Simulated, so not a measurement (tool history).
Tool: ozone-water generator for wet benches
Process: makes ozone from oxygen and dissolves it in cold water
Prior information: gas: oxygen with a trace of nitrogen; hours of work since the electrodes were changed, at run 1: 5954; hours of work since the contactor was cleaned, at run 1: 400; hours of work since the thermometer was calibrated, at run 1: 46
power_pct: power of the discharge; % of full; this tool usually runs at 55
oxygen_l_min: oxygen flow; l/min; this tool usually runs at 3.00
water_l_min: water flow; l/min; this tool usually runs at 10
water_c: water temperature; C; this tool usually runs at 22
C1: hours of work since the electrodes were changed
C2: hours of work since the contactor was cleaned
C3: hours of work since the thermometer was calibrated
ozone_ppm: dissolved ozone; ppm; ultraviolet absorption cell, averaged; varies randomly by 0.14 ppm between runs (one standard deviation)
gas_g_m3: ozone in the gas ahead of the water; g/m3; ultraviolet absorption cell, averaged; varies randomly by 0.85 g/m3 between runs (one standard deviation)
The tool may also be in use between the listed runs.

{"run": 1, "day": 0.0, "power_pct": 55, "oxygen_l_min": 3.0, "water_l_min": 10, "water_c": 22, "C1": 5954, "C2": 400, "C3": 46, "ozone_ppm": 14.8, "gas_g_m3": 121.7}
{"run": 2, "day": 4.725, "power_pct": 55, "oxygen_l_min": 3.0, "water_l_min": 10, "water_c": 19, "C1": 6048, "C2": 494, "C3": 140, "ozone_ppm": 15.3, "gas_g_m3": 120.9}
{"run": 3, "day": 11.054, "power_pct": 55, "oxygen_l_min": 3.0, "water_l_min": 10, "water_c": 19, "C1": 6174, "C2": 621, "C3": 267, "ozone_ppm": 15.4, "gas_g_m3": 119.8}
{"run": 4, "day": 15.971, "power_pct": 55, "oxygen_l_min": 3.0, "water_l_min": 10, "water_c": 19, "C1": 6273, "C2": 719, "C3": 365, "ozone_ppm": 15.5, "gas_g_m3": 120.0}
{"run": 5, "day": 21.7, "power_pct": 55, "oxygen_l_min": 3.0, "water_l_min": 10, "water_c": 22, "C1": 6387, "C2": 833, "C3": 479, "ozone_ppm": 14.8, "gas_g_m3": 119.9}
{"run": 6, "day": 28.571, "power_pct": 55, "oxygen_l_min": 3.0, "water_l_min": 10, "water_c": 22, "C1": 6524, "C2": 970, "C3": 616, "ozone_ppm": 14.4, "gas_g_m3": 118.6}
{"run": 7, "day": 33.454, "power_pct": 55, "oxygen_l_min": 3.0, "water_l_min": 15, "water_c": 22, "C1": 6622, "C2": 1068, "C3": 714, "ozone_ppm": 10.7, "gas_g_m3": 117.7}
{"run": 8, "day": 37.717, "power_pct": 55, "oxygen_l_min": 3.0, "water_l_min": 15, "water_c": 22, "C1": 6707, "C2": 1153, "C3": 799, "ozone_ppm": 10.9, "gas_g_m3": 116.9}
{"run": 9, "day": 42.688, "power_pct": 55, "oxygen_l_min": 3.0, "water_l_min": 15, "water_c": 22, "C1": 6806, "C2": 1252, "C3": 898, "ozone_ppm": 10.6, "gas_g_m3": 119.7}
{"run": 10, "day": 47.375, "power_pct": 55, "oxygen_l_min": 3.0, "water_l_min": 15, "water_c": 22, "C1": 6899, "C2": 1346, "C3": 992, "ozone_ppm": 10.8, "gas_g_m3": 118.6}
{"run": 11, "day": 51.704, "power_pct": 55, "oxygen_l_min": 3.0, "water_l_min": 15, "water_c": 22, "C1": 6986, "C2": 1432, "C3": 1078, "ozone_ppm": 10.7, "gas_g_m3": 117.1}
{"run": 12, "day": 55.821, "power_pct": 55, "oxygen_l_min": 3.0, "water_l_min": 15, "water_c": 22, "C1": 7068, "C2": 1514, "C3": 1160, "ozone_ppm": 10.5, "gas_g_m3": 115.4}
{"run": 13, "day": 60.083, "power_pct": 87, "oxygen_l_min": 3.0, "water_l_min": 11, "water_c": 29, "C1": 7153, "C2": 1599, "C3": 1245, "ozone_ppm": 16.6, "gas_g_m3": 161.6}
{"run": 14, "day": 67.712, "power_pct": 87, "oxygen_l_min": 3.0, "water_l_min": 11, "water_c": 29, "C1": 7305, "C2": 1752, "C3": 1398, "ozone_ppm": 16.3, "gas_g_m3": 161.9}
{"run": 15, "day": 74.492, "power_pct": 96, "oxygen_l_min": 1.75, "water_l_min": 14, "water_c": 29, "C1": 7441, "C2": 1887, "C3": 1533, "ozone_ppm": 12.8, "gas_g_m3": 206.4}
{"run": 16, "day": 78.883, "power_pct": 96, "oxygen_l_min": 3.7, "water_l_min": 7, "water_c": 20, "C1": 7528, "C2": 1975, "C3": 1621, "ozone_ppm": 27.4, "gas_g_m3": 162.0}
{"run": 17, "day": 84.35, "power_pct": 42, "oxygen_l_min": 1.6, "water_l_min": 7, "water_c": 20, "C1": 7637, "C2": 2084, "C3": 1730, "ozone_ppm": 13.0, "gas_g_m3": 117.0}
{"run": 18, "day": 89.908, "power_pct": 42, "oxygen_l_min": 1.6, "water_l_min": 14, "water_c": 20, "C1": 7748, "C2": 2195, "C3": 1841, "ozone_ppm": 7.4, "gas_g_m3": 115.5}

Run 19 comes next. What will it give?
{"run": 19, "day": 95.967, "power_pct": 42, "oxygen_l_min": 1.6, "water_l_min": 14, "water_c": 20, "C1": 7869, "C2": 2316, "C3": 1962, "ozone_ppm": "?", "gas_g_m3": "?"}

{"run 19": {"ozone_ppm": 7.5, "gas_g_m3": 117.1}}
Were there no unlogged condition in the tool, this run, its random variation unchanged, would have produced ozone_ppm 8.8 ppm, gas_g_m3 133.5 g/m3.
